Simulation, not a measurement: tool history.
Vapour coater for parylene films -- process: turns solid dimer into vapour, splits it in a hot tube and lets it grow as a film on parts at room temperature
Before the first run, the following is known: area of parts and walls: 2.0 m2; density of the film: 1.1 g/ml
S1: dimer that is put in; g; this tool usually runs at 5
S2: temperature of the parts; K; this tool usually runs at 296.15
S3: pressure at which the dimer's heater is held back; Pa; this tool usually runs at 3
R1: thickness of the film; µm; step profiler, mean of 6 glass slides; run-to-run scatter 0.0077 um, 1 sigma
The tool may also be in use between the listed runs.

run	hour	S1	S2	S3	R1
1	0	5	296.15	3	1.274
2	20.1	5	296.15	3	1.271
3	44.5	5	296.15	3	1.26
4	64.7	5	293.15	3	1.357
5	96	5	293.15	4.48	1.239
6	118.2	5	293.15	4.48	1.222
# hour 148: trap's valve overhauled
7	148.9	5	293.15	4.48	1.392
8	172.4	5	293.15	4.48	1.402
9	205.7	3	290.15	10.56	0.762
10	233.3	9	290.15	7.57	2.391
11	261.9	5	294.15	3	1.474
12	280.4	3	294.15	3	0.883
13	299.6	3	294.15	4.48	0.798
14	333.2	5	296.15	3.36	1.35

Run 15 is up next; what results do you expect?
15	361.2	5	293.15	3	?

Run 15 measured R1 1.481 µm.
Without the tool's hidden state the same run would have given R1 1.506 µm.
